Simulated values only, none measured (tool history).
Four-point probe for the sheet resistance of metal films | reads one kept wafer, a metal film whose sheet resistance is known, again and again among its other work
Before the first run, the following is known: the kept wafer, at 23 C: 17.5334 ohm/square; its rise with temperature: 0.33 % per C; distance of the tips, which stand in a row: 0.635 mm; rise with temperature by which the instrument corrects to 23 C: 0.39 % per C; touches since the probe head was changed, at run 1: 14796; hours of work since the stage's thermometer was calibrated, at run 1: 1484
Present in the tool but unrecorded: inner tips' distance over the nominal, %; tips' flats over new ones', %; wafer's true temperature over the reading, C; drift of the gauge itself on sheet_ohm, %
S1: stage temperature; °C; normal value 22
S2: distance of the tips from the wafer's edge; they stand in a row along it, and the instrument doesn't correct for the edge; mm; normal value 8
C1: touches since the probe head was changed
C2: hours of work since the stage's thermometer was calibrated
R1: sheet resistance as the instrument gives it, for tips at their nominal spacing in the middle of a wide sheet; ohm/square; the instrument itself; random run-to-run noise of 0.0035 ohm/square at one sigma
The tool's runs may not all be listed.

run,hour,S1,S2,C1,C2,R1
1,0.0,22,8,14796,1484,17.596934
2,86.3,22,8,16735,1529,17.598222
3,182.7,22,8,18902,1579,17.614260
4,242.3,22,8,20241,1609,17.610584
5,311.6,22,8,21798,1645,17.612795
6,378.9,22,8,23311,1680,17.614497
7,458.5,22,8,25100,1721,17.610607
8,547.2,22,8,27094,1767,17.624990
9,637.7,22,8,29128,1814,17.624384
10,693.0,22,8,30370,1842,17.627295
11,783.4,22,8,32402,1889,17.638228
12,846.2,22,8,33813,1922,17.638954
13,921.3,21,8,35502,1961,17.647130
14,1013.6,22,8,37576,2008,17.643397
15,1102.3,19,8,39568,2054,17.684550
# hour 1111.9: stage's thermometer calibrated
16,1151.3,19,8,40658,20,17.690774
17,1203.9,34,8,41840,48,17.524440
18,1250.2,34,8,42882,72,17.528396
19,1329.7,25,18,44668,113,17.585076
20,1402.0,31,29,46292,150,17.510689
21,1478.3,29,7,48007,189,17.609345
22,1554.1,28,10,49711,229,17.577804
23,1636.8,20,8,51569,271,17.696495
# hour 1682.8: stage's thermometer calibrated, once more
24,1685.9,22,52,52662,2,17.589982
25,1771.4,35,57,54583,46,17.459591
26,1829.8,34,9,55897,76,17.511172
27,1886.3,27,8,57165,105,17.600831
28,1954.4,27,7,58696,140,17.616081
29,2053.3,21,3,60919,192,18.029839
30,2147.3,22,8,63032,240,17.666078
31,2239.6,18,16,65107,288,17.673647

Forecast each of these 4 alternatives for the next run:
A,2323.2,22,4,66985,331,?
B,2323.2,21,4,66985,331,?
C,2323.2,26,64,66985,331,?
D,2323.2,31,57,66985,331,?

run,R1
A,17.850878
B,17.861962
C,17.566367
D,17.512607
With the hidden condition removed and each run's random variation left untouched, the same runs would have given:
run,R1
A,17.780283
B,17.791289
C,17.496965
D,17.443576
